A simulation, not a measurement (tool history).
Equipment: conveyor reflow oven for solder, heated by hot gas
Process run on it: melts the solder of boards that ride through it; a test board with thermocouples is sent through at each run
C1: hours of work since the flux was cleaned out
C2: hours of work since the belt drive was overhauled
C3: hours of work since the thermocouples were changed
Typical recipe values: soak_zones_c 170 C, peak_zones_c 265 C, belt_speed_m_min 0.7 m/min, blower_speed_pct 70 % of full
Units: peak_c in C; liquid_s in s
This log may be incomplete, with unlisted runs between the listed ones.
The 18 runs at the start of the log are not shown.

run 19 hour=591.4 | soak_zones_c=167 peak_zones_c=258 belt_speed_m_min=0.801 blower_speed_pct=89 | C1=110 C2=92 C3=424 | peak_c=230.9 liquid_s=23.3
run 20 hour=621.6 | soak_zones_c=176 peak_zones_c=265 belt_speed_m_min=0.7 blower_speed_pct=65 | C1=126 C2=107 C3=439 | peak_c=238.3 liquid_s=37.7
run 21 hour=639.9 | soak_zones_c=176 peak_zones_c=265 belt_speed_m_min=0.7 blower_speed_pct=65 | C1=135 C2=116 C3=448 | peak_c=238 liquid_s=37.4
run 22 hour=684.9 | soak_zones_c=176 peak_zones_c=265 belt_speed_m_min=0.7 blower_speed_pct=65 | C1=157 C2=139 C3=470 | peak_c=238 liquid_s=36.7
run 23 hour=703.4 | soak_zones_c=170 peak_zones_c=265 belt_speed_m_min=0.7 blower_speed_pct=53 | C1=167 C2=148 C3=480 | peak_c=232.9 liquid_s=27.3
run 24 hour=739.1 | soak_zones_c=156 peak_zones_c=265 belt_speed_m_min=0.758 blower_speed_pct=69 | C1=184 C2=166 C3=498 | peak_c=228.2 liquid_s=18.6
run 25 hour=764 | soak_zones_c=173 peak_zones_c=265 belt_speed_m_min=0.758 blower_speed_pct=88 | C1=197 C2=179 C3=510 | peak_c=238.5 liquid_s=33.6
run 26 hour=793.9 | soak_zones_c=156 peak_zones_c=265 belt_speed_m_min=0.7 blower_speed_pct=62 | C1=212 C2=194 C3=525 | peak_c=230.6 liquid_s=22.7
-- hour=810.6 flux residue cleaned out of gas plates and filters
run 27 hour=822.7 | soak_zones_c=156 peak_zones_c=265 belt_speed_m_min=0.7 blower_speed_pct=62 | C1=6 C2=206 C3=537 | peak_c=234 liquid_s=26.6
run 28 hour=867.9 | soak_zones_c=182 peak_zones_c=265 belt_speed_m_min=0.7 blower_speed_pct=62 | C1=29 C2=228 C3=560 | peak_c=240.4 liquid_s=41.6
run 29 hour=887.9 | soak_zones_c=170 peak_zones_c=268 belt_speed_m_min=0.645 blower_speed_pct=70 | C1=39 C2=238 C3=570 | peak_c=244.6 liquid_s=47.8
run 30 hour=911.5 | soak_zones_c=166 peak_zones_c=270 belt_speed_m_min=0.7 blower_speed_pct=70 | C1=51 C2=250 C3=582 | peak_c=241.2 liquid_s=38

Here are 4 independent what-if runs from the current tool condition. What would each one return?
run A hour=942.4 | soak_zones_c=182 peak_zones_c=265 belt_speed_m_min=0.688 blower_speed_pct=70 | C1=66 C2=266 C3=597 | peak_c=? liquid_s=?
run B hour=942.4 | soak_zones_c=170 peak_zones_c=262 belt_speed_m_min=0.814 blower_speed_pct=70 | C1=66 C2=266 C3=597 | peak_c=? liquid_s=?
run C hour=942.4 | soak_zones_c=183 peak_zones_c=270 belt_speed_m_min=0.7 blower_speed_pct=70 | C1=66 C2=266 C3=597 | peak_c=? liquid_s=?
run D hour=942.4 | soak_zones_c=158 peak_zones_c=265 belt_speed_m_min=0.698 blower_speed_pct=64 | C1=66 C2=266 C3=597 | peak_c=? liquid_s=?

run=A peak_c=242.9 liquid_s=45.3
run=B peak_c=229.5 liquid_s=20.2
run=C peak_c=246.1 liquid_s=47.2
run=D peak_c=234.5 liquid_s=28.1
Stripped of hidden state, with their random variation kept, the same runs would have yielded:
run=A peak_c=245.2 liquid_s=47.4
run=B peak_c=231.8 liquid_s=23
run=C peak_c=248.4 liquid_s=49.1
run=D peak_c=236.9 liquid_s=30.8

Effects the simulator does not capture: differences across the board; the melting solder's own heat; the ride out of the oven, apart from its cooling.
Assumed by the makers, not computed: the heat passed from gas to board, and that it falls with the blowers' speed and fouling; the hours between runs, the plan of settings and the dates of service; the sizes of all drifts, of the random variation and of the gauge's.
